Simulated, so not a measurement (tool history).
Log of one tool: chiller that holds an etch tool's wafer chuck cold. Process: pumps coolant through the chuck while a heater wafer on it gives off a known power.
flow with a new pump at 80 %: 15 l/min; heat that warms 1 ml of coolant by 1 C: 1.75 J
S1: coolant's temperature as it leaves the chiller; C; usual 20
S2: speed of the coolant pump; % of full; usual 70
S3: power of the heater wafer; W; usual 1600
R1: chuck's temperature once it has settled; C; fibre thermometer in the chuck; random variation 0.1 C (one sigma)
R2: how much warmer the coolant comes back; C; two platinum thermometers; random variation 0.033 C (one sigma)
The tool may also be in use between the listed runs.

{"run": 1, "day": 0.0, "S1": 20, "S2": 70, "S3": 1600, "R1": 37.7, "R2": 4.27}
{"run": 2, "day": 2.271, "S1": 20, "S2": 70, "S3": 1237, "R1": 33.9, "R2": 3.29}
{"run": 3, "day": 3.4, "S1": 21, "S2": 70, "S3": 1237, "R1": 34.6, "R2": 3.24}
{"run": 4, "day": 5.354, "S1": 20, "S2": 70, "S3": 1600, "R1": 38, "R2": 4.29}
{"run": 5, "day": 7.696, "S1": 20, "S2": 62, "S3": 1600, "R1": 39.5, "R2": 4.83}
{"run": 6, "day": 9.079, "S1": 20, "S2": 70, "S3": 1600, "R1": 37.9, "R2": 4.28}
{"run": 7, "day": 11.242, "S1": 20, "S2": 70, "S3": 1600, "R1": 37.8, "R2": 4.27}
{"run": 8, "day": 13.025, "S1": 20, "S2": 70, "S3": 1600, "R1": 38, "R2": 4.24}
{"run": 9, "day": 15.446, "S1": 20, "S2": 70, "S3": 1600, "R1": 38, "R2": 4.23}
{"run": 10, "day": 17.171, "S1": 20, "S2": 70, "S3": 1600, "R1": 38.2, "R2": 4.25}
{"run": 11, "day": 19.054, "S1": 20, "S2": 70, "S3": 1600, "R1": 38.3, "R2": 4.29}
{"run": 12, "day": 20.75, "S1": 27, "S2": 70, "S3": 1600, "R1": 45.3, "R2": 4.22}
{"run": 13, "day": 23.2, "S1": 27, "S2": 70, "S3": 1600, "R1": 45.3, "R2": 4.27}
{"run": 14, "day": 24.9, "S1": 27, "S2": 70, "S3": 1600, "R1": 45.2, "R2": 4.25}
{"run": 15, "day": 26.629, "S1": 17, "S2": 70, "S3": 1600, "R1": 35.5, "R2": 4.28}
{"run": 16, "day": 28.212, "S1": 20, "S2": 70, "S3": 1600, "R1": 38.5, "R2": 4.22}
{"day": 30.292, "done": "coolant changed, channels flushed"}
{"run": 17, "day": 30.292, "S1": 16, "S2": 100, "S3": 962, "R1": 23.5, "R2": 1.76}
{"run": 18, "day": 32.308, "S1": 20, "S2": 72, "S3": 1705, "R1": 36.7, "R2": 4.45}
{"run": 19, "day": 33.729, "S1": 20, "S2": 72, "S3": 1705, "R1": 36.8, "R2": 4.39}
{"run": 20, "day": 35.271, "S1": 20, "S2": 72, "S3": 1705, "R1": 36.9, "R2": 4.41}
{"run": 21, "day": 36.429, "S1": 20, "S2": 72, "S3": 1705, "R1": 36.9, "R2": 4.4}
{"run": 22, "day": 37.842, "S1": 21, "S2": 65, "S3": 1015, "R1": 32.1, "R2": 2.87}

Run 23 comes next. What will it give?
{"run": 23, "day": 39.088, "S1": 21, "S2": 65, "S3": 1015, "R1": "?", "R2": "?"}

{"run 23": {"R1": 32.1, "R2": 2.89}}
Without the tool's hidden state the same run would have given R1 31.4 C, R2 2.83 C.

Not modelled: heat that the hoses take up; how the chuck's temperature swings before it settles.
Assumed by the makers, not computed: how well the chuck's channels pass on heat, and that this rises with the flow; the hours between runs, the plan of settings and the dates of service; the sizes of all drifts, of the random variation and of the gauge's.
